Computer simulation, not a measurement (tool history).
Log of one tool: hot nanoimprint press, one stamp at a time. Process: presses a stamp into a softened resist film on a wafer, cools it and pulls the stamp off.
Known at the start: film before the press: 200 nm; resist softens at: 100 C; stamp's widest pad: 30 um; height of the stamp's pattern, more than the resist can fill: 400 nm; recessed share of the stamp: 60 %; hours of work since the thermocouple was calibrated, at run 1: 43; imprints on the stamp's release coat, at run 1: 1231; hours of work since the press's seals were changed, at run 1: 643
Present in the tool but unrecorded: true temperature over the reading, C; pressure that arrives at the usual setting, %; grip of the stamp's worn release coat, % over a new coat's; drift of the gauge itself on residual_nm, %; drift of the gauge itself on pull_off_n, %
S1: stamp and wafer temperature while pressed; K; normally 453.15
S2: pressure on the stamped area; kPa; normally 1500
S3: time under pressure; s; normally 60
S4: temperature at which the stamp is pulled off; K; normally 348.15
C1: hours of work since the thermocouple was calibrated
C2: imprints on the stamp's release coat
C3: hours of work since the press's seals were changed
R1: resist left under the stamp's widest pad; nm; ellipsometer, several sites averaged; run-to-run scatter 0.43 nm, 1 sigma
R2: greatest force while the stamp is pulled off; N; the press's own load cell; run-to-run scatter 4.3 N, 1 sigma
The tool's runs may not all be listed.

{"run": 1, "hour": 0.0, "S1": 453.15, "S2": 1500, "S3": 60, "S4": 348.15, "C1": 43, "C2": 1231, "C3": 643, "R1": 101.1, "R2": 271}
{"run": 2, "hour": 24.7, "S1": 453.15, "S2": 1500, "S3": 60, "S4": 348.15, "C1": 61, "C2": 1298, "C3": 661, "R1": 101.7, "R2": 279}
{"run": 3, "hour": 45.0, "S1": 453.15, "S2": 1500, "S3": 60, "S4": 348.15, "C1": 75, "C2": 1353, "C3": 676, "R1": 101.9, "R2": 262}
{"run": 4, "hour": 62.5, "S1": 453.15, "S2": 1500, "S3": 34, "S4": 348.15, "C1": 88, "C2": 1400, "C3": 688, "R1": 121.9, "R2": 276}
{"run": 5, "hour": 81.6, "S1": 453.15, "S2": 1500, "S3": 60, "S4": 348.15, "C1": 102, "C2": 1452, "C3": 702, "R1": 100.7, "R2": 288}
{"run": 6, "hour": 116.4, "S1": 453.15, "S2": 1500, "S3": 60, "S4": 348.15, "C1": 127, "C2": 1546, "C3": 727, "R1": 102.1, "R2": 284}
{"hour": 136.7, "done": "stamp cleaned and given a new release coat"}
{"run": 7, "hour": 157.3, "S1": 445.15, "S2": 1500, "S3": 60, "S4": 348.15, "C1": 152, "C2": 56, "C3": 752, "R1": 129.3, "R2": 215}
{"run": 8, "hour": 173.6, "S1": 453.15, "S2": 1500, "S3": 60, "S4": 348.15, "C1": 163, "C2": 100, "C3": 764, "R1": 101.8, "R2": 209}
{"run": 9, "hour": 193.0, "S1": 453.15, "S2": 1500, "S3": 60, "S4": 348.15, "C1": 177, "C2": 153, "C3": 777, "R1": 101.7, "R2": 218}
{"run": 10, "hour": 215.6, "S1": 453.15, "S2": 1500, "S3": 60, "S4": 348.15, "C1": 193, "C2": 214, "C3": 794, "R1": 102.1, "R2": 223}
{"run": 11, "hour": 238.6, "S1": 453.15, "S2": 1500, "S3": 60, "S4": 348.15, "C1": 210, "C2": 276, "C3": 810, "R1": 102.7, "R2": 219}
{"run": 12, "hour": 270.6, "S1": 453.15, "S2": 1500, "S3": 60, "S4": 348.15, "C1": 233, "C2": 363, "C3": 833, "R1": 103, "R2": 236}
{"run": 13, "hour": 308.2, "S1": 453.15, "S2": 1500, "S3": 60, "S4": 348.15, "C1": 260, "C2": 464, "C3": 860, "R1": 103.1, "R2": 225}
{"run": 14, "hour": 331.7, "S1": 453.15, "S2": 1500, "S3": 60, "S4": 348.15, "C1": 277, "C2": 528, "C3": 877, "R1": 102.9, "R2": 237}
{"run": 15, "hour": 360.4, "S1": 453.15, "S2": 1500, "S3": 60, "S4": 348.15, "C1": 297, "C2": 605, "C3": 898, "R1": 104.3, "R2": 239}
{"run": 16, "hour": 393.6, "S1": 453.15, "S2": 1500, "S3": 110, "S4": 344.15, "C1": 321, "C2": 695, "C3": 921, "R1": 84.4, "R2": 273}
{"run": 17, "hour": 432.2, "S1": 442.15, "S2": 1500, "S3": 32, "S4": 348.15, "C1": 349, "C2": 799, "C3": 949, "R1": 162.1, "R2": 258}
{"hour": 451.8, "done": "press's hydraulic seals changed and the load cell set to zero"}
{"run": 18, "hour": 474.6, "S1": 459.15, "S2": 1560, "S3": 50, "S4": 353.15, "C1": 374, "C2": 893, "C3": 16, "R1": 89.2, "R2": 223}
{"run": 19, "hour": 508.2, "S1": 447.15, "S2": 1560, "S3": 95, "S4": 335.15, "C1": 398, "C2": 983, "C3": 40, "R1": 106, "R2": 369}
{"run": 20, "hour": 534.6, "S1": 453.15, "S2": 1760, "S3": 45, "S4": 348.15, "C1": 417, "C2": 1055, "C3": 59, "R1": 105.4, "R2": 274}
{"run": 21, "hour": 563.8, "S1": 455.15, "S2": 1990, "S3": 60, "S4": 348.15, "C1": 437, "C2": 1134, "C3": 80, "R1": 84.3, "R2": 263}
{"run": 22, "hour": 580.4, "S1": 465.15, "S2": 2280, "S3": 94, "S4": 339.15, "C1": 449, "C2": 1179, "C3": 92, "R1": 48.1, "R2": 351}
{"run": 23, "hour": 618.7, "S1": 453.15, "S2": 1500, "S3": 60, "S4": 346.15, "C1": 477, "C2": 1282, "C3": 120, "R1": 104, "R2": 299}
{"hour": 641.5, "done": "plate thermocouple calibrated"}
{"run": 24, "hour": 652.2, "S1": 453.15, "S2": 1500, "S3": 60, "S4": 346.15, "C1": 8, "C2": 1365, "C3": 142, "R1": 100.3, "R2": 297}
{"run": 25, "hour": 681.8, "S1": 454.15, "S2": 1500, "S3": 66, "S4": 341.15, "C1": 29, "C2": 1445, "C3": 163, "R1": 92.8, "R2": 324}
{"run": 26, "hour": 700.7, "S1": 454.15, "S2": 1860, "S3": 66, "S4": 341.15, "C1": 42, "C2": 1496, "C3": 176, "R1": 83.9, "R2": 338}
{"hour": 738.2, "done": "stamp cleaned and given a new release coat"}
{"run": 27, "hour": 739.6, "S1": 454.15, "S2": 1860, "S3": 66, "S4": 341.15, "C1": 66, "C2": 4, "C3": 200, "R1": 84.2, "R2": 250}
{"run": 28, "hour": 755.5, "S1": 445.15, "S2": 1710, "S3": 60, "S4": 341.15, "C1": 77, "C2": 47, "C3": 211, "R1": 120.8, "R2": 255}
{"run": 29, "hour": 775.8, "S1": 445.15, "S2": 1710, "S3": 60, "S4": 341.15, "C1": 92, "C2": 102, "C3": 226, "R1": 121.9, "R2": 249}

Branching from run 29: 4 alternative next runs. What would each branch give?
{"run": "A", "hour": 804.0, "S1": 445.15, "S2": 1130, "S3": 60, "S4": 341.15, "C1": 112, "C2": 178, "C3": 246, "R1": "?", "R2": "?"}
{"run": "B", "hour": 804.0, "S1": 445.15, "S2": 1680, "S3": 42, "S4": 339.15, "C1": 112, "C2": 178, "C3": 246, "R1": "?", "R2": "?"}
{"run": "C", "hour": 804.0, "S1": 453.15, "S2": 1500, "S3": 60, "S4": 352.15, "C1": 112, "C2": 178, "C3": 246, "R1": "?", "R2": "?"}
{"run": "D", "hour": 804.0, "S1": 453.15, "S2": 1500, "S3": 107, "S4": 344.15, "C1": 112, "C2": 178, "C3": 246, "R1": "?", "R2": "?"}

run=A R1=141.4 R2=260
run=B R1=135.1 R2=273
run=C R1=100.9 R2=196
run=D R1=81.4 R2=248
Without the tool's unlogged condition, the same runs would have read:
run=A R1=140.3 R2=249
run=B R1=133.8 R2=261
run=C R1=99.8 R2=187
run=D R1=80.4 R2=237

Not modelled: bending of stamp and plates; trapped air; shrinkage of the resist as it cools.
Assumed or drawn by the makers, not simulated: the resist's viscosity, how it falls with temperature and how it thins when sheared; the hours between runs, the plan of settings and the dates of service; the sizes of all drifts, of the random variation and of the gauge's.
